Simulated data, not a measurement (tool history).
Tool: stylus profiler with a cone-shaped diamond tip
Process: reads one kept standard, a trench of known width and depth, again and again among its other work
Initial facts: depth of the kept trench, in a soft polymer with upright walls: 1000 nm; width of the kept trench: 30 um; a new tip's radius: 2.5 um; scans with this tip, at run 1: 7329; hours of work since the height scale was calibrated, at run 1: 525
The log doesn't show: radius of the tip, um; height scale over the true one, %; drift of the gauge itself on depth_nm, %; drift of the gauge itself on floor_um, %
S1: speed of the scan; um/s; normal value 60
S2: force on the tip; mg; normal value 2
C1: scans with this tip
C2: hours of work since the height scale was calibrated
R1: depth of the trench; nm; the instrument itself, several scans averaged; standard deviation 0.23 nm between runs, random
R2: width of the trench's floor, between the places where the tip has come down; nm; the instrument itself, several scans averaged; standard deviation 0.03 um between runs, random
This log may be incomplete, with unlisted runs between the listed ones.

run,hour,S1,S2,C1,C2,R1,R2
1,0,60,2,7329,525,1006.89,23020
2,20,199,2,7479,535,1006.84,22500
3,42.4,199,2,7645,547,1006.83,22450
4,53.5,199,2,7728,553,1007.19,22390
5,68.1,199,2,7837,561,1006.78,22350
6,84.5,199,2,7959,570,1006.89,22270
7,100.6,60,2,8080,578,1007.1,22810
8,118.7,82,2,8214,588,1006.7,22660
9,138.6,82,4.73,8362,599,1014.34,22720
10,160.8,60,2,8528,611,1006.35,22630
11,177.5,138,2,8653,619,1006.54,22360
12,187.4,138,2,8726,625,1006.38,22350
13,201.6,60,2.39,8832,632,1007.58,22650
14,218.3,60,2,8957,641,1006.25,22500
15,230.9,60,2,9051,648,1006.28,22540
16,240.1,60,2,9119,653,1006.51,22530
17,249.4,104,2,9189,658,1006.48,22300
18,262.2,86,2,9284,665,1006.53,22340
19,280.6,86,2,9422,674,1006.52,22310
20,297.3,86,2,9545,683,1006.42,22280
21,317.3,94,2,9695,694,1006.16,22190
22,339,60,4.76,9857,706,1013.44,22390
23,358.5,60,4.76,10002,716,1013.31,22330
24,368,60,4.76,10073,721,1013.25,22330
25,378.8,49,2.03,10153,727,1005.8,22270
26,396.8,19,1.44,10288,736,1004.04,22330
27,411.2,58,3.15,10395,744,1009.77,22160
# hour 426.4: new tip fitted, height scale calibrated
28,426.4,21,5.46,0,0,1018.93,26030
29,446,42,2.44,145,10,1011.03,25880
30,461.3,16,1.18,260,19,1006.29,25890
31,477,16,1.03,377,27,1006.14,25770
32,492.7,102,2,494,35,1009.82,25500
33,512.5,102,2,642,46,1009.57,25330
34,529.7,102,2,770,55,1009.24,25370
35,543.9,102,2,876,63,1009.39,25270
36,558.7,102,2,986,71,1009.38,25230
37,580.5,18,1.45,1148,82,1006.97,25400
38,598.6,18,1.45,1283,92,1007.1,25360
39,609,18,1.45,1361,97,1008.11,25330
40,631.1,60,1.09,1525,109,1006.06,25060
41,652.9,60,1.09,1688,121,1006.21,25030
42,674.9,22,0.78,1852,133,1004.64,25030
43,686.2,22,0.78,1936,139,1004.53,25000
44,696.4,28,5.05,2012,144,1017.61,25070
45,716.3,18,3.64,2161,155,1013.8,25030

Branching from run 45: 3 alternative next runs. What would each branch give?
A,736.9,192,5.14,2314,166,?,?
B,736.9,29,0.98,2314,166,?,?
C,736.9,56,0.99,2314,166,?,?

run,R1,R2
A,1017.48,24570
B,1004.85,24860
C,1005.5,24690
Take away the tool's hidden state, keep each run's random variation, and the runs would have read:
run,R1,R2
A,1018.21,25560
B,1005.57,25840
C,1006.23,25670

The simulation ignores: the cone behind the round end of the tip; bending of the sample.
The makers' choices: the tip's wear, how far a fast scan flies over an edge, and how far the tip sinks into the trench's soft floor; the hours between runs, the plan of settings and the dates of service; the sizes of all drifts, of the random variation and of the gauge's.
